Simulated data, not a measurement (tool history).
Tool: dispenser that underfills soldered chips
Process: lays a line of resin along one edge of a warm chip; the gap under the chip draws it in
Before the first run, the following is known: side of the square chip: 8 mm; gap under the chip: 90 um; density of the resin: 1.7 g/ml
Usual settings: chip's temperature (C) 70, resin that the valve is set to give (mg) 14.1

run   hour  chip's temperature (C)  resin that the valve is set to give (mg)  time until the resin shows at the far edge (s)  resin that the valve gave (mg)
  1      0                      70                                      14.1                                            53.8                           14.14
       4.4  -- new syringe of resin
        14  -- new syringe of resin
  2     14                      70                                      14.1                                            44.9                           14.11
  3   22.2                      70                                      14.1                                            62.5                           14.05
      23.6  -- new syringe of resin
      33.2  -- new syringe of resin
  4   38.4                      70                                      14.1                                              54                           13.96
      41.9  -- new syringe of resin
  5   45.6                      70                                      14.1                                            49.6                           13.88
      51.3  -- new syringe of resin
      60.6  -- new syringe of resin
  6   62.8                      71                                      14.1                                              46                           13.79
      69.5  -- new syringe of resin
  7   77.5                      70                                      14.1                                              61                           13.71
      78.9  -- new syringe of resin
      82.1  -- dispensing valve cleaned and set on the balance
      90.1  -- new syringe of resin
  8   95.4                      70                                      14.1                                              54                           14.04
      99.2  -- new syringe of resin
     109.1  -- new syringe of resin
  9  109.6                      70                                      14.1                                            43.8                           13.95
     118.4  -- new syringe of resin
 10  124.4                      70                                      14.1                                            55.6                           13.85
     127.9  -- new syringe of resin
     137.1  -- new syringe of resin
 11  137.7                      61                                      14.1                                            61.6                           13.82
       146  -- new syringe of resin
 12  153.8                      61                                      14.1                                            84.6                           13.72
     155.5  -- new syringe of resin
     164.4  -- new syringe of resin
       167  -- dispensing valve cleaned and set on the balance
 13  167.2                      61                                      14.1                                            64.5                           14.13
     174.4  -- new syringe of resin
 14  178.4                      70                                      14.1                                            49.5                           14.07
     183.7  -- new syringe of resin
 15    189                      84                                      12.9                                            32.4                           12.77
     192.7  -- new syringe of resin
 16    199                      80                                      16.3                                            37.1                           16.14
     201.6  -- new syringe of resin
 17  209.4                      80                                      16.3                                            39.3                           16.04
     210.5  -- new syringe of resin
     219.5  -- new syringe of resin
 18  219.7                      80                                      16.3                                            29.8                           15.96
       229  -- new syringe of resin
 19  233.3                      67                                      17.2                                            54.5                           16.77
     239.1  -- new syringe of resin
 20    241                      69                                      15.6                                            46.8                           15.22
     248.7  -- new syringe of resin
     251.5  -- dispensing valve cleaned and set on the balance
 21  252.9                      84                                      16.3                                            29.2                           16.23
     259.1  -- new syringe of resin
 22  266.6                      69                                      13.1                                            60.2                           13.01
     268.8  -- new syringe of resin
     278.2  -- new syringe of resin
 23    280                      84                                      12.5                                            29.5                           12.33
     287.7  -- new syringe of resin
 24  288.2                      72                                      14.8                                            40.9                           14.54
     296.6  -- new syringe of resin
 25  299.2                      80                                      17.4                                            31.8                           17.02
     305.8  -- new syringe of resin
 26    310                      82                                      14.1                                            33.1                           13.77
       315  -- new syringe of resin
     323.8  -- new syringe of resin
 27  323.8                      80                                      15.5                                            29.4                           15.01
     333.7  -- new syringe of resin
     336.6  -- dispensing valve cleaned and set on the balance
 28  338.5                      70                                      13.3                                            50.2                           13.28

3 ways to go on from here, each from the tool as it stands after run 28. What would each give?
     343.6  -- new syringe of resin
  A  351.3                      70                                        14                                               ?                               ?
     343.6  -- new syringe of resin
  B  351.3                      60                                      14.1                                               ?                               ?
     343.6  -- new syringe of resin
  C  351.3                      82                                      13.3                                               ?                               ?

run  time until the resin shows at the far edge (s)  resin that the valve gave (mg)
  A                                            55.7                           13.96
  B                                            80.3                           14.05
  C                                            36.8                           13.26
Without the tool's unlogged condition, the same runs would have read:
run  time until the resin shows at the far edge (s)  resin that the valve gave (mg)
  A                                            48.8                           14.03
  B                                            70.9                           14.12
  C                                            31.8                           13.33

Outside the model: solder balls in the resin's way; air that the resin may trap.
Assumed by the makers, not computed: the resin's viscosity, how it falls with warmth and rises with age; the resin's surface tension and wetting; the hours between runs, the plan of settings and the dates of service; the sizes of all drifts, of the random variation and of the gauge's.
